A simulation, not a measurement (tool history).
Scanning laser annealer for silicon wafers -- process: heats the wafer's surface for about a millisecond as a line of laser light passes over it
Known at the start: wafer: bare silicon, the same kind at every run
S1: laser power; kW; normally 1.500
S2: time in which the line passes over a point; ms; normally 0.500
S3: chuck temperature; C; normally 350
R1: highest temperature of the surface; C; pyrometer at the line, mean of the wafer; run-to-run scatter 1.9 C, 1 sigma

| run | hour | S1 | S2 | S3 | R1 |
|---|---|---|---|---|---|
| 1 | 0.0 | 1.500 | 0.500 | 350 | 1106 |
| 2 | 26.0 | 1.500 | 0.500 | 350 | 1107 |
| 3 | 65.3 | 1.500 | 0.500 | 350 | 1106 |
| 4 | 90.9 | 1.500 | 0.500 | 350 | 1101 |
| 5 | 146.5 | 1.500 | 0.500 | 350 | 1100 |
| 6 | 186.2 | 1.500 | 0.500 | 350 | 1097 |
| 7 | 240.1 | 1.500 | 0.500 | 350 | 1092 |
| 8 | 273.5 | 1.500 | 0.500 | 350 | 1097 |
|  | 300.1 | window over the wafer cleaned |
| 9 | 304.2 | 1.500 | 0.500 | 350 | 1136 |
| 10 | 335.5 | 1.500 | 0.540 | 350 | 1161 |
| 11 | 372.4 | 1.309 | 0.466 | 350 | 983 |
| 12 | 404.4 | 1.309 | 0.466 | 350 | 985 |
| 13 | 434.9 | 1.309 | 0.466 | 350 | 982 |
| 14 | 473.8 | 1.309 | 0.454 | 346 | 966 |
| 15 | 519.1 | 1.309 | 0.502 | 318 | 968 |
| 16 | 555.2 | 1.373 | 0.409 | 331 | 955 |
| 17 | 611.3 | 1.643 | 0.500 | 350 | 1211 |
| 18 | 639.4 | 1.431 | 0.500 | 350 | 1071 |
|  | 654.4 | optics aligned, line set to its width |
| 19 | 667.9 | 1.431 | 0.500 | 350 | 1096 |

Consider 3 possible next runs. They are alternatives, not a sequence: every one starts from the tool as it was left by run 19. What does each give?
| A | 699.0 | 1.623 | 0.500 | 353 | ? |
| B | 699.0 | 1.500 | 0.379 | 321 | ? |
| C | 699.0 | 1.306 | 0.356 | 341 | ? |

| run | R1 |
|---|---|
| A | 1224 |
| B | 1007 |
| C | 904 |
With the hidden condition removed and each run's random variation left untouched, the same runs would have given:
| run | R1 |
|---|---|
| A | 1239 |
| B | 1019 |
| C | 914 |
